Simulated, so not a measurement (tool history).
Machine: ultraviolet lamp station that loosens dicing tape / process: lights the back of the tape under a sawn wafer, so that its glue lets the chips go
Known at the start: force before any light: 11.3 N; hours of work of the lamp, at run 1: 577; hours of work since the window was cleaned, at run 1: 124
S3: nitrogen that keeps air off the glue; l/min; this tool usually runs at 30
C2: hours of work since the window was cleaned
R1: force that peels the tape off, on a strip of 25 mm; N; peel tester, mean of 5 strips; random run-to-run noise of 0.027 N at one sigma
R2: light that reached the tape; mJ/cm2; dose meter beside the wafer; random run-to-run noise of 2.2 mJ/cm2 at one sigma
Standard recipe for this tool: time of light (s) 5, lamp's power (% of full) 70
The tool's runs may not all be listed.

{"run": 1, "hour": 0.0, "time of light (s)": 5, "lamp's power (% of full)": 70, "S3": 30, "hours of work of the lamp": 577, "C2": 124, "R1": 1.759, "R2": 169}
{"run": 2, "hour": 47.1, "time of light (s)": 5, "lamp's power (% of full)": 70, "S3": 30, "hours of work of the lamp": 600, "C2": 148, "R1": 1.782, "R2": 168}
{"run": 3, "hour": 79.3, "time of light (s)": 5, "lamp's power (% of full)": 70, "S3": 30, "hours of work of the lamp": 616, "C2": 164, "R1": 1.739, "R2": 169}
{"run": 4, "hour": 111.2, "time of light (s)": 5, "lamp's power (% of full)": 70, "S3": 30, "hours of work of the lamp": 632, "C2": 179, "R1": 1.84, "R2": 157}
{"run": 5, "hour": 155.8, "time of light (s)": 5, "lamp's power (% of full)": 70, "S3": 30, "hours of work of the lamp": 654, "C2": 201, "R1": 1.788, "R2": 162}
{"run": 6, "hour": 186.8, "time of light (s)": 5, "lamp's power (% of full)": 70, "S3": 22, "hours of work of the lamp": 669, "C2": 217, "R1": 2.098, "R2": 158}
{"run": 7, "hour": 221.3, "time of light (s)": 5, "lamp's power (% of full)": 70, "S3": 30, "hours of work of the lamp": 687, "C2": 234, "R1": 1.963, "R2": 160}
{"run": 8, "hour": 243.2, "time of light (s)": 5, "lamp's power (% of full)": 70, "S3": 30, "hours of work of the lamp": 697, "C2": 245, "R1": 1.879, "R2": 159}
{"run": 9, "hour": 273.7, "time of light (s)": 9, "lamp's power (% of full)": 70, "S3": 30, "hours of work of the lamp": 712, "C2": 260, "R1": 0.559, "R2": 287}
{"run": 10, "hour": 315.9, "time of light (s)": 9, "lamp's power (% of full)": 70, "S3": 30, "hours of work of the lamp": 733, "C2": 281, "R1": 0.535, "R2": 284}
{"run": 11, "hour": 363.7, "time of light (s)": 9, "lamp's power (% of full)": 70, "S3": 30, "hours of work of the lamp": 757, "C2": 304, "R1": 0.59, "R2": 275}
{"run": 12, "hour": 392.9, "time of light (s)": 5, "lamp's power (% of full)": 80, "S3": 30, "hours of work of the lamp": 771, "C2": 319, "R1": 1.547, "R2": 178}
{"run": 13, "hour": 416.9, "time of light (s)": 5, "lamp's power (% of full)": 80, "S3": 30, "hours of work of the lamp": 783, "C2": 331, "R1": 1.649, "R2": 178}
{"hour": 436.7, "done": "window cleaned of glue's vapour"}
{"run": 14, "hour": 454.0, "time of light (s)": 4, "lamp's power (% of full)": 70, "S3": 49, "hours of work of the lamp": 801, "C2": 9, "R1": 2.445, "R2": 118}
{"run": 15, "hour": 473.6, "time of light (s)": 9, "lamp's power (% of full)": 70, "S3": 49, "hours of work of the lamp": 811, "C2": 18, "R1": 0.455, "R2": 268}
{"run": 16, "hour": 504.9, "time of light (s)": 2, "lamp's power (% of full)": 60, "S3": 44, "hours of work of the lamp": 827, "C2": 34, "R1": 6.01, "R2": 52}
{"run": 17, "hour": 525.0, "time of light (s)": 2, "lamp's power (% of full)": 60, "S3": 44, "hours of work of the lamp": 837, "C2": 44, "R1": 6.007, "R2": 50}
{"hour": 542.4, "done": "window cleaned of glue's vapour, once more"}
{"run": 18, "hour": 568.1, "time of light (s)": 2, "lamp's power (% of full)": 60, "S3": 44, "hours of work of the lamp": 858, "C2": 13, "R1": 5.476, "R2": 54}
{"run": 19, "hour": 597.6, "time of light (s)": 2, "lamp's power (% of full)": 60, "S3": 44, "hours of work of the lamp": 872, "C2": 27, "R1": 5.573, "R2": 53}
{"run": 20, "hour": 633.1, "time of light (s)": 2, "lamp's power (% of full)": 60, "S3": 44, "hours of work of the lamp": 890, "C2": 45, "R1": 5.571, "R2": 59}
{"run": 21, "hour": 678.3, "time of light (s)": 2, "lamp's power (% of full)": 60, "S3": 44, "hours of work of the lamp": 912, "C2": 67, "R1": 5.567, "R2": 53}
{"run": 22, "hour": 725.9, "time of light (s)": 7, "lamp's power (% of full)": 68, "S3": 47, "hours of work of the lamp": 936, "C2": 91, "R1": 0.811, "R2": 218}
{"run": 23, "hour": 758.6, "time of light (s)": 5, "lamp's power (% of full)": 92, "S3": 53, "hours of work of the lamp": 952, "C2": 107, "R1": 0.782, "R2": 207}
{"run": 24, "hour": 785.0, "time of light (s)": 9, "lamp's power (% of full)": 88, "S3": 27, "hours of work of the lamp": 965, "C2": 120, "R1": 0.308, "R2": 356}
{"run": 25, "hour": 828.9, "time of light (s)": 4, "lamp's power (% of full)": 88, "S3": 12, "hours of work of the lamp": 987, "C2": 142, "R1": 2.878, "R2": 156}
{"run": 26, "hour": 868.0, "time of light (s)": 4, "lamp's power (% of full)": 70, "S3": 20, "hours of work of the lamp": 1006, "C2": 161, "R1": 3.363, "R2": 123}

Across each entry between runs, compare the hidden state at the last listed run before it with the hidden state at the first listed run after it:
Between runs 13 and 14: window cleaned of glue's vapour (hour 436.7)
  lamp's light, % of a new lamp's: 86.8 -> 86.5; light that the window lets through, % of a clean one's: 90.5 -> 88.6
  measured minus no-state result, R1: +0.645 -> +0.88 N; R2: -48 -> -36 mJ/cm2
Between runs 17 and 18: window cleaned of glue's vapour, once more (hour 542.4)
  lamp's light, % of a new lamp's: 86 -> 85.7; light that the window lets through, % of a clean one's: 87.6 -> 99.5
  measured minus no-state result, R1: +1.107 -> +0.628 N; R2: -16 -> -10 mJ/cm2
